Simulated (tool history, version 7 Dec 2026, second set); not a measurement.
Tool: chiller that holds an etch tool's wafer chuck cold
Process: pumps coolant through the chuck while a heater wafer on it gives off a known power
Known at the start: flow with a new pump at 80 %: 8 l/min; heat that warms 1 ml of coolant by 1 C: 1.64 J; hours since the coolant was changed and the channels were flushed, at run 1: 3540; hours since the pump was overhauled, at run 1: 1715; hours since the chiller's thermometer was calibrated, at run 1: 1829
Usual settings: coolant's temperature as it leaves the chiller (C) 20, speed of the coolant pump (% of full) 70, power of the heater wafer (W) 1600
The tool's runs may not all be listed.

| run | hour | coolant's temperature as it leaves the chiller (C) | speed of the coolant pump (% of full) | power of the heater wafer (W) | hours since the coolant was changed and the channels were flushed | hours since the pump was overhauled | hours since the chiller's thermometer was calibrated | chuck's temperature once it has settled (K) | how much warmer the coolant comes back (C) |
|---|---|---|---|---|---|---|---|---|---|
| 1 | 0 | 20 | 70 | 1600 | 3540 | 1715 | 1829 | 308.05 | 8.35 |
| 2 | 81.1 | 20 | 70 | 1149 | 3621 | 1796 | 1910 | 303.85 | 5.96 |
| 3 | 127.4 | 20 | 70 | 1600 | 3667 | 1842 | 1956 | 307.95 | 8.26 |
| 4 | 186.3 | 20 | 70 | 1600 | 3726 | 1901 | 2015 | 308.15 | 8.3 |
| 5 | 271.1 | 13 | 70 | 1600 | 3811 | 1986 | 2100 | 301.05 | 8.29 |
| 6 | 312.9 | 13 | 70 | 1600 | 3853 | 2028 | 2142 | 301.05 | 8.25 |
| 7 | 348.5 | 20 | 85 | 1600 | 3888 | 2063 | 2177 | 305.65 | 6.94 |
| 8 | 391 | 20 | 85 | 1600 | 3931 | 2106 | 2220 | 305.65 | 6.95 |
| 9 | 465.2 | 20 | 85 | 1600 | 4005 | 2180 | 2294 | 305.65 | 6.9 |
| 10 | 511.4 | 20 | 70 | 1938 | 4051 | 2226 | 2340 | 311.15 | 10.09 |
| 11 | 586.2 | 20 | 70 | 1034 | 4126 | 2301 | 2415 | 302.45 | 5.38 |
| 12 | 663.2 | 20 | 70 | 1034 | 4203 | 2378 | 2492 | 302.65 | 5.44 |
| 13 | 703.1 | 20 | 70 | 1034 | 4243 | 2418 | 2532 | 302.65 | 5.38 |
| 14 | 756.3 | 20 | 69 | 1034 | 4296 | 2471 | 2585 | 302.95 | 5.54 |
| 15 | 820 | 20 | 70 | 1516 | 4360 | 2535 | 2649 | 307.05 | 7.96 |
| 16 | 896.9 | 20 | 70 | 1516 | 4437 | 2612 | 2726 | 307.15 | 7.93 |
| 17 | 958.8 | 20 | 70 | 1516 | 4499 | 2673 | 2788 | 307.15 | 7.96 |
| 18 | 1030.2 | 11 | 100 | 905 | 4570 | 2745 | 2859 | 290.25 | 3.49 |
|  | 1070.2 | chiller's thermometer calibrated |
| 19 | 1096.2 | 11 | 100 | 905 | 4635 | 2810 | 26 | 290.25 | 3.35 |
| 20 | 1145.6 | 18 | 60 | 1568 | 4685 | 2859 | 75 | 307.85 | 9.57 |
| 21 | 1200.2 | 20 | 70 | 960 | 4739 | 2914 | 130 | 302.05 | 5.08 |
| 22 | 1254.3 | 18 | 88 | 2172 | 4793 | 2968 | 184 | 307.65 | 9.23 |
| 23 | 1333.3 | 20 | 68 | 1636 | 4872 | 3047 | 263 | 308.75 | 8.89 |
| 24 | 1410.5 | 20 | 68 | 1636 | 4949 | 3124 | 340 | 308.65 | 8.84 |
| 25 | 1488.4 | 12 | 68 | 1636 | 5027 | 3202 | 418 | 300.75 | 8.89 |
| 26 | 1559.7 | 12 | 84 | 1052 | 5099 | 3273 | 490 | 293.25 | 4.71 |
| 27 | 1639.8 | 12 | 84 | 1052 | 5179 | 3353 | 570 | 293.45 | 4.76 |
| 28 | 1678.2 | 20 | 94 | 1022 | 5217 | 3392 | 608 | 300.45 | 4.19 |
| 29 | 1758.4 | 15 | 70 | 1559 | 5297 | 3472 | 688 | 302.55 | 8.3 |
| 30 | 1833.2 | 14 | 65 | 996 | 5372 | 3547 | 763 | 296.95 | 5.75 |
| 31 | 1888.5 | 19 | 64 | 2206 | 5427 | 3602 | 818 | 314.25 | 12.62 |
| 32 | 1934.2 | 19 | 64 | 2206 | 5473 | 3648 | 864 | 314.45 | 12.67 |
| 33 | 1982 | 19 | 64 | 2206 | 5521 | 3696 | 912 | 314.35 | 12.69 |

Forecast each of these 3 alternatives for the next run:
| A | 2045.4 | 20 | 77 | 2086 | 5584 | 3759 | 975 | ? | ? |
| B | 2045.4 | 17 | 70 | 1600 | 5584 | 3759 | 975 | ? | ? |
| C | 2045.4 | 19 | 68 | 2206 | 5584 | 3759 | 975 | ? | ? |

| run | chuck's temperature once it has settled (K) | how much warmer the coolant comes back (C) |
|---|---|---|
| A | 310.75 | 10.01 |
| B | 305.05 | 8.47 |
| C | 313.25 | 11.93 |
Without the tool's hidden state the same runs would have given:
| run | chuck's temperature once it has settled (K) | how much warmer the coolant comes back (C) |
|---|---|---|
| A | 310.75 | 9.81 |
| B | 304.95 | 8.27 |
| C | 313.15 | 11.73 |
